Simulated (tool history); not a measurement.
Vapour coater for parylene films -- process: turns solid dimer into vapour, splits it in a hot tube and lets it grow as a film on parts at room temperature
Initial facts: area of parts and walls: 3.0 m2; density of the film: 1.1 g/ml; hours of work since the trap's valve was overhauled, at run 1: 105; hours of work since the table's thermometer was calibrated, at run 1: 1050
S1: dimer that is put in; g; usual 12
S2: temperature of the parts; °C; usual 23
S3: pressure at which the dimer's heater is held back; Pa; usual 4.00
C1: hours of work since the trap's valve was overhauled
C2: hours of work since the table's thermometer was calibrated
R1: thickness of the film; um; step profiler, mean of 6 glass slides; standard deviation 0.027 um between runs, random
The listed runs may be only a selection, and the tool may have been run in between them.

run    hour  S1  S2     S3   C1    C2    R1
  1     0.0  12  23   4.00  105  1050  2.21
  2    28.1  12  23   9.79  123  1068  2.06
  3    74.1  12  23   4.00  152  1097  2.17
  4   106.8  12  23   4.00  173  1118  2.16
  5   144.3  12  23   4.00  197  1142  2.16
  6   182.5  12  23   4.00  222  1166  2.15
  7   222.9  12  23   4.00  247  1192  2.19
  8   258.3  12  23   3.62  270  1214  2.09
  9   283.6  12  23   4.00  286  1231  2.13
 10   318.6  12  23   3.51  308  1253  2.17
 11   356.0  15  23   4.00  332  1277  2.62
 12   398.2  15  23   4.00  359  1304  2.55
 13   436.8  15  16   4.00  384  1328  3.15
 14   482.6  15  16   4.00  413  1358  3.09
 15   521.0  15  16   4.00  438  1382  3.10
 16   552.4  15  16   4.00  458  1402  3.08
 17   601.4  12  23   3.20  489  1433  2.05
 18   622.8  12  18   4.00  503  1447  2.32
 19   645.6  12  18   4.00  517  1462  2.32
      684.3  -- trap's valve overhauled
 20   697.3  12  18   4.00    8  1492  2.64
 21   733.3  12  18   4.00   31  1515  2.60
 22   772.7  12  18   4.00   56  1540  2.59
 23   800.9  12  16   4.00   74  1558  2.74
 24   824.3   6  17   4.37   89  1573  1.32
 25   871.2  12  20   2.19  119  1603  2.47
 26   893.3   7  28   4.65  133  1617  1.08
 27   927.2  21  22   3.52  155  1639  3.96
 28   953.7   6  19   3.07  172  1656  1.21
 29   998.2  15  23   4.58  200  1684  2.59
 30  1033.9  15  23   4.58  223  1707  2.61
 31  1056.0   7  25   3.88  237  1721  1.14
 32  1097.3   7  25   3.88  264  1747  1.16
 33  1135.8   7  25   3.88  288  1772  1.17
 34  1164.6  12  23   3.69  306  1790  2.08
 35  1211.6  13  17   3.08  336  1820  2.63
 36  1245.6  12  19   4.80  358  1842  2.27
     1249.4  -- table's thermometer calibrated
 37  1269.6   8  27   2.71  373    13  1.28
 38  1302.0   8  27   2.71  393    34  1.20
 39  1338.0  12  30   4.00  416    56  1.75
 40  1365.8   8  22   2.09  434    74  1.46
 41  1396.9   6  18  12.00  454    94  1.07
 42  1428.4   6  18  12.00  474   114  1.10
 43  1469.7   6  18  12.00  501   141  1.09
 44  1498.5  12  23   5.09  519   159  1.91
 45  1524.4  12  17   9.91  535   175  2.27
     1534.5  -- trap's valve overhauled
 46  1549.7  12  17   9.91   10   189  2.60

Entry by entry between the runs, the difference in hidden state between the last listed run before and the first listed run after:
Run 19 -> run 20: trap's valve overhauled (hour 684.3)
  vapour lost through the trap's worn valve, %: 13 -> 0.7; true temperature of the parts over the reading, C: 0.9 -> 0.92
  measured less the result without the state, R1: -0.41 -> -0.09 um
Run 36 -> run 37: table's thermometer calibrated (hour 1249.4)
  vapour lost through the trap's worn valve, %: 9.6 -> 10; true temperature of the parts over the reading, C: 1.17 -> 0.03
  measured less the result without the state, R1: -0.33 -> -0.14 um
Run 45 -> run 46: trap's valve overhauled (hour 1534.5)
  vapour lost through the trap's worn valve, %: 14.1 -> 0.3; true temperature of the parts over the reading, C: 0.14 -> 0.15
  measured less the result without the state, R1: -0.38 -> -0.02 um

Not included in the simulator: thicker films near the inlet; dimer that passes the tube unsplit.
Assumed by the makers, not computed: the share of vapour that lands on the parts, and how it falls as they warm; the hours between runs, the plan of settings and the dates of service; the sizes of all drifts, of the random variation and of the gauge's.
